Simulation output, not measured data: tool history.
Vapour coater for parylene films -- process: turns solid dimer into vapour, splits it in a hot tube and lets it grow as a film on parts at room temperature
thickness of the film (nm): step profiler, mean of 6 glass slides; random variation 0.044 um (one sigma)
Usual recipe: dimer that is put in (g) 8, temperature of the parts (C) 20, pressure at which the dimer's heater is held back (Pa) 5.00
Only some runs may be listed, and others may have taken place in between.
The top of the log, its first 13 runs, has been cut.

| run | hour | dimer that is put in (g) | temperature of the parts (C) | pressure at which the dimer's heater is held back (Pa) | thickness of the film (nm) |
|---|---|---|---|---|---|
| 14 | 150.8 | 8 | 20 | 5.00 | 5460 |
| 15 | 158.2 | 10 | 20 | 5.00 | 6970 |
| 16 | 170.8 | 10 | 20 | 5.00 | 6970 |
| 17 | 180.6 | 10 | 20 | 5.00 | 6870 |
| 18 | 187.6 | 10 | 20 | 5.00 | 6860 |
| 19 | 203.2 | 10 | 20 | 4.06 | 7100 |
| 20 | 212.0 | 7 | 20 | 4.20 | 4810 |
| 21 | 225.3 | 5 | 15 | 4.22 | 3920 |
| 22 | 234.7 | 14 | 14 | 2.53 | 11730 |
| 23 | 250.8 | 5 | 23 | 2.53 | 3380 |
|  | 252.7 | table's thermometer calibrated |
| 24 | 260.0 | 5 | 15 | 2.26 | 4150 |
| 25 | 267.6 | 5 | 19 | 5.77 | 3510 |
| 26 | 274.7 | 4 | 19 | 2.91 | 2940 |
| 27 | 286.6 | 3 | 14 | 2.91 | 2480 |
| 28 | 302.2 | 4 | 29 | 2.49 | 2360 |
| 29 | 311.2 | 8 | 31 | 5.00 | 4280 |
|  | 317.5 | table's thermometer calibrated, once more |
| 30 | 327.5 | 3 | 31 | 6.78 | 1550 |
| 31 | 338.2 | 3 | 31 | 6.78 | 1550 |
| 32 | 351.0 | 8 | 24 | 9.45 | 4560 |
| 33 | 359.2 | 8 | 19 | 5.00 | 5530 |
| 34 | 369.6 | 3 | 15 | 4.36 | 2250 |
| 35 | 385.1 | 9 | 22 | 4.36 | 5800 |

Here are 4 independent what-if runs from the current tool condition. What would each one return?
| A | 398.0 | 10 | 29 | 2.47 | ? |
| B | 398.0 | 3 | 13 | 4.36 | ? |
| C | 398.0 | 9 | 28 | 5.00 | ? |
| D | 398.0 | 3 | 28 | 2.15 | ? |

| run | thickness of the film (nm) |
|---|---|
| A | 5770 |
| B | 2380 |
| C | 4990 |
| D | 1830 |
Without the tool's hidden state the same runs would have given:
| run | thickness of the film (nm) |
|---|---|
| A | 6260 |
| B | 2580 |
| C | 5410 |
| D | 1980 |
